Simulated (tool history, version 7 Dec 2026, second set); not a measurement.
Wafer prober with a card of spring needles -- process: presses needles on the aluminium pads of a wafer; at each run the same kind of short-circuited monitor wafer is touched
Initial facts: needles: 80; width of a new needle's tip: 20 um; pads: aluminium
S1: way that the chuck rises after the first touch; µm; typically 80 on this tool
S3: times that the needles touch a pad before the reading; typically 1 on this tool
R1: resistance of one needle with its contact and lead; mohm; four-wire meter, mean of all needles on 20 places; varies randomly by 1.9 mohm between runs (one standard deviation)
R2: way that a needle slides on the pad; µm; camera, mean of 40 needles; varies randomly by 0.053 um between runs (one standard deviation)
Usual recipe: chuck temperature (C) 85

run 1 day=0.000 | S1=80 chuck_temperature_(C)=85 S3=1 | R1=321 R2=12.63
run 2 day=0.488 | S1=80 chuck_temperature_(C)=85 S3=1 | R1=248 R2=12.61
run 3 day=0.896 | S1=80 chuck_temperature_(C)=85 S3=1 | R1=319 R2=12.63
run 4 day=1.346 | S1=80 chuck_temperature_(C)=85 S3=1 | R1=253 R2=12.55
run 5 day=1.962 | S1=80 chuck_temperature_(C)=85 S3=1 | R1=332 R2=12.55
run 6 day=2.479 | S1=80 chuck_temperature_(C)=85 S3=1 | R1=299 R2=12.90
run 7 day=3.208 | S1=80 chuck_temperature_(C)=85 S3=2 | R1=248 R2=12.87
run 8 day=3.554 | S1=80 chuck_temperature_(C)=85 S3=2 | R1=273 R2=12.84
run 9 day=4.304 | S1=80 chuck_temperature_(C)=85 S3=2 | R1=269 R2=12.73
run 10 day=4.883 | S1=80 chuck_temperature_(C)=85 S3=1 | R1=270 R2=12.82
run 11 day=5.508 | S1=80 chuck_temperature_(C)=85 S3=1 | R1=216 R2=12.82
run 12 day=6.004 | S1=80 chuck_temperature_(C)=85 S3=1 | R1=314 R2=12.77
run 13 day=6.317 | S1=80 chuck_temperature_(C)=66 S3=1 | R1=335 R2=12.81
run 14 day=6.817 | S1=98 chuck_temperature_(C)=85 S3=1 | R1=269 R2=15.65
run 15 day=7.475 | S1=98 chuck_temperature_(C)=74 S3=1 | R1=254 R2=15.68
run 16 day=8.250 | S1=67 chuck_temperature_(C)=89 S3=1 | R1=285 R2=10.74
run 17 day=8.742 | S1=67 chuck_temperature_(C)=89 S3=1 | R1=376 R2=10.79
run 18 day=9.079 | S1=77 chuck_temperature_(C)=52 S3=1 | R1=251 R2=12.33
run 19 day=9.567 | S1=74 chuck_temperature_(C)=34 S3=1 | R1=356 R2=11.74
run 20 day=10.342 | S1=69 chuck_temperature_(C)=112 S3=1 | R1=350 R2=10.97
run 21 day=10.783 | S1=72 chuck_temperature_(C)=117 S3=2 | R1=250 R2=11.45
run 22 day=11.321 | S1=72 chuck_temperature_(C)=117 S3=2 | R1=303 R2=11.49
run 23 day=11.921 | S1=77 chuck_temperature_(C)=85 S3=1 | R1=318 R2=12.32
run 24 day=12.467 | S1=80 chuck_temperature_(C)=85 S3=1 | R1=252 R2=12.71
run 25 day=12.975 | S1=80 chuck_temperature_(C)=85 S3=1 | R1=327 R2=12.74
run 26 day=13.692 | S1=72 chuck_temperature_(C)=56 S3=2 | R1=288 R2=11.36
run 27 day=14.292 | S1=80 chuck_temperature_(C)=39 S3=1 | R1=280 R2=12.63
run 28 day=14.838 | S1=68 chuck_temperature_(C)=95 S3=1 | R1=224 R2=10.66
run 29 day=15.508 | S1=68 chuck_temperature_(C)=95 S3=1 | R1=383 R2=10.90

Not shown: 19 entries that the log had between the listed runs. Between which runs, and how does the tool's hidden state differ before and after?
Runs 1 to 2: tips cleaned on abrasive film (day 0.358)
  debris on the tips, nm: 160.6 -> 65.5; way that the needles fall short of the set height, um: 1.6 -> 1.67; tips' diameter, um: 20.56 -> 20.58
  measured result minus the result with no hidden state, R1: +115 -> +47 mohm; R2: -0.26 -> -0.27 µm
Runs 3 to 4: tips cleaned on abrasive film (day 1.212)
  debris on the tips, nm: 159 -> 65.8; way that the needles fall short of the set height, um: 1.67 -> 1.77; tips' diameter, um: 20.58 -> 20.62
  measured result minus the result with no hidden state, R1: +114 -> +48 mohm; R2: -0.27 -> -0.28 µm
Runs 5 to 6: tips cleaned on abrasive film (day 2.088); height of the first contact set anew (day 2.467)
  debris on the tips, nm: 179 -> 135; way that the needles fall short of the set height, um: 1.77 -> 0; tips' diameter, um: 20.62 -> 20.64
  measured result minus the result with no hidden state, R1: +128 -> +94 mohm; R2: -0.28 -> +0.00 µm
Runs 6 to 7: tips cleaned on abrasive film (day 2.967)
  debris on the tips, nm: 135 -> 105.6; way that the needles fall short of the set height, um: 0 -> 0.06; tips' diameter, um: 20.64 -> 20.66
  measured result minus the result with no hidden state, R1: +94 -> +44 mohm; R2: +0.00 -> -0.01 µm
Runs 8 to 9: tips cleaned on abrasive film (day 3.800)
  debris on the tips, nm: 166.8 -> 156.1; way that the needles fall short of the set height, um: 0.06 -> 0.14; tips' diameter, um: 20.66 -> 20.69
  measured result minus the result with no hidden state, R1: +69 -> +65 mohm; R2: -0.01 -> -0.03 µm
Runs 9 to 10: tips cleaned on abrasive film (day 4.650)
  debris on the tips, nm: 156.1 -> 98.1; way that the needles fall short of the set height, um: 0.14 -> 0.22; tips' diameter, um: 20.69 -> 20.72
  measured result minus the result with no hidden state, R1: +65 -> +68 mohm; R2: -0.03 -> -0.03 µm
Runs 10 to 11: tips cleaned on abrasive film (day 5.508)
  debris on the tips, nm: 98.1 -> 18.9; way that the needles fall short of the set height, um: 0.22 -> 0.3; tips' diameter, um: 20.72 -> 20.75
  measured result minus the result with no hidden state, R1: +68 -> +13 mohm; R2: -0.03 -> -0.05 µm
Runs 13 to 14: tips cleaned on abrasive film (day 6.375)
  debris on the tips, nm: 186.4 -> 137.6; way that the needles fall short of the set height, um: 0.3 -> 0.37; tips' diameter, um: 20.75 -> 20.77
  measured result minus the result with no hidden state, R1: +136 -> +67 mohm; R2: -0.05 -> -0.05 µm
Runs 14 to 15: tips cleaned on abrasive film (day 7.233)
  debris on the tips, nm: 137.6 -> 100.4; way that the needles fall short of the set height, um: 0.37 -> 0.46; tips' diameter, um: 20.77 -> 20.8
  measured result minus the result with no hidden state, R1: +67 -> +51 mohm; R2: -0.05 -> -0.07 µm
Runs 15 to 16: tips cleaned on abrasive film (day 8.088)
  debris on the tips, nm: 100.4 -> 80; way that the needles fall short of the set height, um: 0.46 -> 0.55; tips' diameter, um: 20.8 -> 20.83
  measured result minus the result with no hidden state, R1: +51 -> +78 mohm; R2: -0.07 -> -0.09 µm
Runs 17 to 18: tips cleaned on abrasive film (day 8.946)
  debris on the tips, nm: 173.6 -> 63.3; way that the needles fall short of the set height, um: 0.55 -> 0.63; tips' diameter, um: 20.83 -> 20.86
  measured result minus the result with no hidden state, R1: +169 -> +52 mohm; R2: -0.09 -> -0.10 µm
Runs 19 to 20: tips cleaned on abrasive film (day 9.833)
  debris on the tips, nm: 170.4 -> 152.8; way that the needles fall short of the set height, um: 0.63 -> 0.71; tips' diameter, um: 20.86 -> 20.89
  measured result minus the result with no hidden state, R1: +156 -> +137 mohm; R2: -0.10 -> -0.11 µm
Runs 20 to 21: tips cleaned on abrasive film (day 10.654)
  debris on the tips, nm: 152.8 -> 62.9; way that the needles fall short of the set height, um: 0.71 -> 0.81; tips' diameter, um: 20.89 -> 20.92
  measured result minus the result with no hidden state, R1: +137 -> +32 mohm; R2: -0.11 -> -0.13 µm
Runs 22 to 23: tips cleaned on abrasive film (day 11.483)
  debris on the tips, nm: 175.6 -> 148.3; way that the needles fall short of the set height, um: 0.81 -> 0.91; tips' diameter, um: 20.92 -> 20.96
  measured result minus the result with no hidden state, R1: +89 -> +115 mohm; R2: -0.13 -> -0.15 µm
Runs 23 to 24: tips cleaned on abrasive film (day 12.317)
  debris on the tips, nm: 148.3 -> 66.5; way that the needles fall short of the set height, um: 0.91 -> 0.96; tips' diameter, um: 20.96 -> 20.98
  measured result minus the result with no hidden state, R1: +115 -> +48 mohm; R2: -0.15 -> -0.16 µm
Runs 25 to 26: tips cleaned on abrasive film (day 13.146)
  debris on the tips, nm: 168.7 -> 159.5; way that the needles fall short of the set height, um: 0.96 -> 1.03; tips' diameter, um: 20.98 -> 21
  measured result minus the result with no hidden state, R1: +122 -> +88 mohm; R2: -0.16 -> -0.17 µm
Runs 26 to 27: tips cleaned on abrasive film (day 14.017)
  debris on the tips, nm: 159.5 -> 113.3; way that the needles fall short of the set height, um: 1.03 -> 1.11; tips' diameter, um: 21 -> 21.03
  measured result minus the result with no hidden state, R1: +88 -> +88 mohm; R2: -0.17 -> -0.17 µm
Runs 27 to 28: tips cleaned on abrasive film (day 14.838)
  debris on the tips, nm: 113.3 -> 13.4; way that the needles fall short of the set height, um: 1.11 -> 1.17; tips' diameter, um: 21.03 -> 21.05
  measured result minus the result with no hidden state, R1: +88 -> +14 mohm; R2: -0.17 -> -0.19 µm
